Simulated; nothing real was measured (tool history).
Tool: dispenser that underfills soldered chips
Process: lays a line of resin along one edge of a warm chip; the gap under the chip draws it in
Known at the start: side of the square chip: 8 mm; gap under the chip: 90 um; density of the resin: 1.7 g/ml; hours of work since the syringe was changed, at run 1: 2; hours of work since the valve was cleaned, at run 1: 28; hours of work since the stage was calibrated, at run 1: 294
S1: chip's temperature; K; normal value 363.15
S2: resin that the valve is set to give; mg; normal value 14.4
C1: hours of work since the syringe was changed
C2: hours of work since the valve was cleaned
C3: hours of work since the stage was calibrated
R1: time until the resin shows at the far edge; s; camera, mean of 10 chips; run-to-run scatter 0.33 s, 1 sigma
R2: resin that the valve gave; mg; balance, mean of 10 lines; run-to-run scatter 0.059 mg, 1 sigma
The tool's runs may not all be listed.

run	hour	S1	S2	C1	C2	C3	R1	R2
1	0	363.15	14.4	2	28	294	15.4	14.09
# hour 7.2: new syringe of resin
2	12	363.15	14.4	4	37	303	16.6	14.12
# hour 17: new syringe of resin
3	24.4	363.15	16.5	6	46	313	17.2	15.96
# hour 27.3: new syringe of resin
4	35.5	363.15	16.5	6	54	321	17.3	15.92
# hour 37.3: new syringe of resin
# hour 46.7: new syringe of resin
5	51.7	368.15	14.4	4	66	333	14.2	13.67
# hour 56.1: new syringe of resin
6	63	363.15	14.4	5	75	341	17.7	13.56
# hour 66.6: new syringe of resin
7	73	363.15	14.4	5	82	349	16.5	13.48
# hour 77.1: new syringe of resin
# hour 80.5: dispensing valve cleaned and set on the balance
8	85.3	372.15	14.4	6	4	357	12.4	14.35
# hour 87.6: new syringe of resin
9	94.9	372.15	14.4	6	11	364	13.7	14.33
# hour 97.6: new syringe of resin
10	106.2	359.15	14.4	7	19	373	21	14.29
# hour 108: new syringe of resin
# hour 117.6: new syringe of resin
11	120	359.15	14.4	2	29	383	16.3	14.09
# hour 127.8: new syringe of resin
12	131	359.15	14.4	2	38	391	17.8	13.92
# hour 137.8: new syringe of resin
13	145.3	359.15	14.4	6	48	402	20.2	13.87
# hour 148.2: new syringe of resin
14	156.8	359.15	17.6	7	57	410	21.1	16.94
# hour 157.8: new syringe of resin
# hour 167.8: new syringe of resin
15	170.7	359.15	17.6	2	67	421	17.2	16.72
# hour 177.7: new syringe of resin
16	185.9	359.15	17.6	6	78	432	20.9	16.75
# hour 187.5: new syringe of resin
# hour 197.4: dispensing valve cleaned and set on the balance
# hour 198.7: new syringe of resin
17	202.1	359.15	17.6	3	3	443	17.5	17.57
# hour 209.2: new syringe of resin
18	210.5	372.15	13.1	1	10	449	10.8	13
# hour 218.7: new syringe of resin
19	220.8	359.15	18.2	2	17	457	16.9	17.99
# hour 228.6: new syringe of resin
20	231.1	358.15	14.4	2	25	465	17.7	14.07
# hour 238.2: new syringe of resin
21	244.5	370.15	14.8	5	35	475	14.4	14.44
# hour 248.4: new syringe of resin
22	255.9	373.15	14	6	43	483	13.6	13.62
# hour 258.1: new syringe of resin
23	263.4	354.15	15.9	4	49	489	23	15.32
# hour 268.7: new syringe of resin
24	271.9	354.15	15.9	2	55	495	20.6	15.23
# hour 278.6: new syringe of resin
25	287	350.15	17	6	67	506	28.8	16.21
# hour 288.7: new syringe of resin
26	296.8	351.15	18.6	6	74	514	26.7	17.57
# hour 298: new syringe of resin
27	306.8	363.15	13.3	7	81	521	18.8	12.42
# hour 307.8: new syringe of resin
# hour 314.5: dispensing valve cleaned and set on the balance
28	315.4	354.15	15.7	5	1	527	23.5	15.65
# hour 318.5: new syringe of resin
# hour 328.5: new syringe of resin
29	329.7	378.15	15.8	1	11	537	9.2	15.67
# hour 338.2: new syringe of resin
30	340.4	349.15	15.4	2	19	545	24.5	15.13
# hour 347.6: new syringe of resin
31	349	349.15	15.4	1	25	551	24.6	15.15
# hour 357.4: new syringe of resin
32	357.6	349.15	15.4	0	32	558	23.5	14.92
# hour 367.3: new syringe of resin
33	372.6	360.15	13.5	4	43	569	19	13.08

A few steps of R1 between consecutive runs. Split each: what settings, incoming material and random variation would produce without the hidden state, and what is left over for the hidden state, along with gauge scatter present in only one of the two compared results (measured, and without hidden state):
Hidden conditions of the tool in this case: resin's viscosity, % of fresh resin's; dose that the valve gives, % of what is set; true chip temperature over the reading, C; drift of the gauge itself on fill_s, %; drift of the gauge itself on given_mg, %.
Run 10 -> 11: new syringe of resin, new syringe of resin. R1 -4.7 s: hidden state -4.1, all else -0.6.
Run 22 -> 23: S1 373.15 -> 354.15, S2 14 -> 15.9, new syringe of resin. R1 +9.4 s: hidden state +1.5, all else +7.9.
Run 24 -> 25: S1 354.15 -> 350.15, S2 15.9 -> 17, new syringe of resin. R1 +8.2 s: hidden state +5.3, all else +2.9.
Run 28 -> 29: S1 354.15 -> 378.15, S2 15.7 -> 15.8, new syringe of resin, new syringe of resin. R1 -14.3 s: hidden state -4.9, all else -9.4.
Run 29 -> 30: S1 378.15 -> 349.15, S2 15.8 -> 15.4, new syringe of resin. R1 +15.3 s: hidden state +2.7, all else +12.6.
